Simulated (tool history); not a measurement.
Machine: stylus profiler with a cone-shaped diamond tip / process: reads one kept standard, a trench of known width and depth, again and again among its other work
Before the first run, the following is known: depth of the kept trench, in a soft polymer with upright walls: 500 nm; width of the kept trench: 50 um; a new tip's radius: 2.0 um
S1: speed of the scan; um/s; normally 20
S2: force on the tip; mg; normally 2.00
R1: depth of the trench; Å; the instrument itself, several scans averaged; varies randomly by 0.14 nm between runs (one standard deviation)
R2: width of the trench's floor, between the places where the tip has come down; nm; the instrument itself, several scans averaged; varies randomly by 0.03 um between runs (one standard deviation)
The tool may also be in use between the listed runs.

| run | hour | S1 | S2 | R1 | R2 |
|---|---|---|---|---|---|
| 1 | 0.0 | 20 | 2.00 | 5022.5 | 47280 |
| 2 | 14.0 | 20 | 0.88 | 5013.9 | 47250 |
| 3 | 25.6 | 20 | 1.29 | 5017.1 | 47260 |
| 4 | 49.6 | 20 | 1.29 | 5017.0 | 47210 |
| 5 | 73.4 | 20 | 2.00 | 5024.4 | 47330 |
| 6 | 100.5 | 20 | 2.00 | 5024.3 | 47300 |
| 7 | 126.8 | 20 | 2.00 | 5022.3 | 47310 |
| 8 | 138.3 | 20 | 1.71 | 5021.1 | 47300 |
| 9 | 156.5 | 20 | 1.71 | 5021.9 | 47280 |
| 10 | 182.2 | 20 | 1.71 | 5023.7 | 47280 |
| 11 | 207.5 | 20 | 1.43 | 5017.9 | 47280 |
| 12 | 220.6 | 20 | 1.43 | 5018.8 | 47280 |
| 13 | 233.6 | 20 | 2.00 | 5023.0 | 47280 |
| 14 | 246.6 | 20 | 2.00 | 5024.9 | 47300 |
| 15 | 271.3 | 5 | 0.91 | 5012.8 | 47330 |
| 16 | 283.0 | 28 | 4.20 | 5038.4 | 47250 |
| 17 | 308.5 | 62 | 3.23 | 5033.1 | 47210 |
| 18 | 327.0 | 78 | 1.06 | 5014.4 | 47040 |
| 19 | 340.4 | 29 | 2.40 | 5028.7 | 47320 |
| 20 | 356.9 | 70 | 0.67 | 5010.6 | 46980 |
| 21 | 375.6 | 7 | 3.12 | 5032.8 | 47330 |
| 22 | 395.7 | 7 | 3.12 | 5033.4 | 47380 |
| 23 | 416.3 | 7 | 3.12 | 5033.3 | 47310 |
| 24 | 433.0 | 7 | 3.12 | 5030.2 | 47360 |
| 25 | 457.9 | 12 | 0.67 | 5012.5 | 47300 |

5 ways to go on from here, each from the tool as it stands after run 25. What would each give?
| A | 479.6 | 10 | 0.75 | ? | ? |
| B | 479.6 | 10 | 2.73 | ? | ? |
| C | 479.6 | 5 | 4.91 | ? | ? |
| D | 479.6 | 8 | 3.33 | ? | ? |
| E | 479.6 | 6 | 1.56 | ? | ? |

| run | R1 | R2 |
|---|---|---|
| A | 5012.1 | 47300 |
| B | 5028.8 | 47400 |
| C | 5042.7 | 47280 |
| D | 5034.2 | 47380 |
| E | 5016.8 | 47350 |
The same runs, with their run-to-run variation unchanged, on a tool lacking any hidden condition would have given:
| run | R1 | R2 |
|---|---|---|
| A | 5012.4 | 47310 |
| B | 5029.1 | 47410 |
| C | 5043.1 | 47290 |
| D | 5034.5 | 47390 |
| E | 5017.1 | 47360 |
